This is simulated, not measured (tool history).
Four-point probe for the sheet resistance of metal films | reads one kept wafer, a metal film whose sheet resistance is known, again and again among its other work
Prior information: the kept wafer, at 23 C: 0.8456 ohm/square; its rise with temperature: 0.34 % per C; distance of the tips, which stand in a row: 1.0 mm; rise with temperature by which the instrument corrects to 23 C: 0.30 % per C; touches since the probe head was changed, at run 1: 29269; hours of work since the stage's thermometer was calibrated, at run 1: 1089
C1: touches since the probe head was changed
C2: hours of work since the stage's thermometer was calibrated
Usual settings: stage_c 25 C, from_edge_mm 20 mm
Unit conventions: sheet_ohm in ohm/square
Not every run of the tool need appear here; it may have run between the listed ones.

{"run": 1, "hour": 0.0, "stage_c": 25, "from_edge_mm": 20, "C1": 29269, "C2": 1089, "sheet_ohm": 0.847725}
{"run": 2, "hour": 39.6, "stage_c": 25, "from_edge_mm": 16, "C1": 30623, "C2": 1109, "sheet_ohm": 0.848213}
{"run": 3, "hour": 90.9, "stage_c": 25, "from_edge_mm": 14, "C1": 32380, "C2": 1136, "sheet_ohm": 0.848813}
{"run": 4, "hour": 127.3, "stage_c": 25, "from_edge_mm": 20, "C1": 33625, "C2": 1155, "sheet_ohm": 0.847272}
{"run": 5, "hour": 168.0, "stage_c": 25, "from_edge_mm": 20, "C1": 35019, "C2": 1176, "sheet_ohm": 0.847366}
{"run": 6, "hour": 202.7, "stage_c": 25, "from_edge_mm": 8, "C1": 36208, "C2": 1194, "sheet_ohm": 0.853209}
{"run": 7, "hour": 267.1, "stage_c": 25, "from_edge_mm": 8, "C1": 38411, "C2": 1227, "sheet_ohm": 0.853269}
{"run": 8, "hour": 330.8, "stage_c": 34, "from_edge_mm": 8, "C1": 40591, "C2": 1260, "sheet_ohm": 0.856382}
{"run": 9, "hour": 393.1, "stage_c": 34, "from_edge_mm": 8, "C1": 42723, "C2": 1292, "sheet_ohm": 0.855807}
{"run": 10, "hour": 424.7, "stage_c": 34, "from_edge_mm": 8, "C1": 43805, "C2": 1308, "sheet_ohm": 0.856129}
{"run": 11, "hour": 465.1, "stage_c": 34, "from_edge_mm": 8, "C1": 45189, "C2": 1329, "sheet_ohm": 0.855914}
{"run": 12, "hour": 500.2, "stage_c": 34, "from_edge_mm": 8, "C1": 46389, "C2": 1347, "sheet_ohm": 0.855877}
{"run": 13, "hour": 532.1, "stage_c": 27, "from_edge_mm": 5, "C1": 47480, "C2": 1364, "sheet_ohm": 0.864948}
{"run": 14, "hour": 566.0, "stage_c": 27, "from_edge_mm": 5, "C1": 48639, "C2": 1381, "sheet_ohm": 0.864745}
{"run": 15, "hour": 617.9, "stage_c": 27, "from_edge_mm": 5, "C1": 50415, "C2": 1408, "sheet_ohm": 0.86458}
{"run": 16, "hour": 662.0, "stage_c": 22, "from_edge_mm": 46, "C1": 51926, "C2": 1431, "sheet_ohm": 0.845581}
{"run": 17, "hour": 692.4, "stage_c": 26, "from_edge_mm": 4, "C1": 52967, "C2": 1446, "sheet_ohm": 0.874215}
{"run": 18, "hour": 749.0, "stage_c": 26, "from_edge_mm": 4, "C1": 54904, "C2": 1476, "sheet_ohm": 0.873966}
{"run": 19, "hour": 792.9, "stage_c": 28, "from_edge_mm": 6, "C1": 56407, "C2": 1498, "sheet_ohm": 0.859543}
{"run": 20, "hour": 852.6, "stage_c": 28, "from_edge_mm": 6, "C1": 58448, "C2": 1529, "sheet_ohm": 0.859501}
{"run": 21, "hour": 913.1, "stage_c": 28, "from_edge_mm": 3, "C1": 60521, "C2": 1560, "sheet_ohm": 0.894694}

Consider 5 possible next runs. They are alternatives, not a sequence: every one starts from the tool as it was left by run 21. What does each give?
{"run": "A", "hour": 973.9, "stage_c": 29, "from_edge_mm": 12, "C1": 62599, "C2": 1592, "sheet_ohm": "?"}
{"run": "B", "hour": 973.9, "stage_c": 27, "from_edge_mm": 6, "C1": 62599, "C2": 1592, "sheet_ohm": "?"}
{"run": "C", "hour": 973.9, "stage_c": 22, "from_edge_mm": 23, "C1": 62599, "C2": 1592, "sheet_ohm": "?"}
{"run": "D", "hour": 973.9, "stage_c": 30, "from_edge_mm": 10, "C1": 62599, "C2": 1592, "sheet_ohm": "?"}
{"run": "E", "hour": 973.9, "stage_c": 18, "from_edge_mm": 9, "C1": 62599, "C2": 1592, "sheet_ohm": "?"}

run=A sheet_ohm=0.850651
run=B sheet_ohm=0.859506
run=C sheet_ohm=0.845871
run=D sheet_ohm=0.852251
run=E sheet_ohm=0.849369
Take away the tool's hidden state, keep each run's random variation, and the runs would have read:
run=A sheet_ohm=0.850610
run=B sheet_ohm=0.859464
run=C sheet_ohm=0.845830
run=D sheet_ohm=0.852210
run=E sheet_ohm=0.849328
